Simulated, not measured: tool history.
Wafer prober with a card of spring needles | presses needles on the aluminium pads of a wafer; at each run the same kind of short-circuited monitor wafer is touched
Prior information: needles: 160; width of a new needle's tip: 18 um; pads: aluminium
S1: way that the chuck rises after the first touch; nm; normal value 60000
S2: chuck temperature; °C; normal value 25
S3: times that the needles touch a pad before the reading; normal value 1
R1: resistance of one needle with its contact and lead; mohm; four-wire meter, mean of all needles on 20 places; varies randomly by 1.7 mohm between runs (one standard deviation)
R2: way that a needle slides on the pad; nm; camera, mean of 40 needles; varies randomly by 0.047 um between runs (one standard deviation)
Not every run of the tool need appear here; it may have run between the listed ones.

run   hour     S1   S2  S3   R1     R2
  1    0.0  60000   25   1  266  14440
      11.1  -- height of the first contact set anew
      25.0  -- tips cleaned on abrasive film
  2   25.0  60000   25   1  185  15310
      61.5  -- tips cleaned on abrasive film
  3   68.8  60000  103   1  253  15310
      95.0  -- tips cleaned on abrasive film
  4  109.6  60000  103   1  283  15230
     128.2  -- tips cleaned on abrasive film
  5  143.7  60000  120   1  284  15120
     161.5  -- tips cleaned on abrasive film
  6  167.3  60000  120   1  250  15110
     196.6  -- tips cleaned on abrasive film
  7  201.9  60000  120   1  250  15190
     232.3  -- tips cleaned on abrasive film
  8  244.6  60000   84   1  275  15220
     265.2  -- tips cleaned on abrasive film
  9  269.0  40000   65   3  224  10020
 10  296.2  58000   25   2  257  14590
     300.9  -- tips cleaned on abrasive film
 11  331.0  58000   25   2  257  14630
     333.6  -- tips cleaned on abrasive film
 12  357.3  58000   29   2  249  14630
     368.2  -- tips cleaned on abrasive film
 13  381.3  58000   29   2  235  14490
     403.3  -- tips cleaned on abrasive film
 14  425.1  43000   41   2  325  10680
     438.1  -- tips cleaned on abrasive film
 15  449.6  60000  111   3  224  14930

Predict each of these 3 candidate next runs independently; none follows another, all start after run 15:
     472.7  -- tips cleaned on abrasive film
  A  479.5  60000   50   1   ?   ?
     472.7  -- tips cleaned on abrasive film
  B  479.5  54000  104   1   ?   ?
     472.7  -- tips cleaned on abrasive film
  C  479.5  48000  111   3   ?   ?

run   R1     R2
  A  248  14900
  B  268  13450
  C  227  11900
With the hidden condition removed and each run's random variation left untouched, the same runs would have given:
run   R1     R2
  A  180  15300
  B  192  13850
  C  191  12300
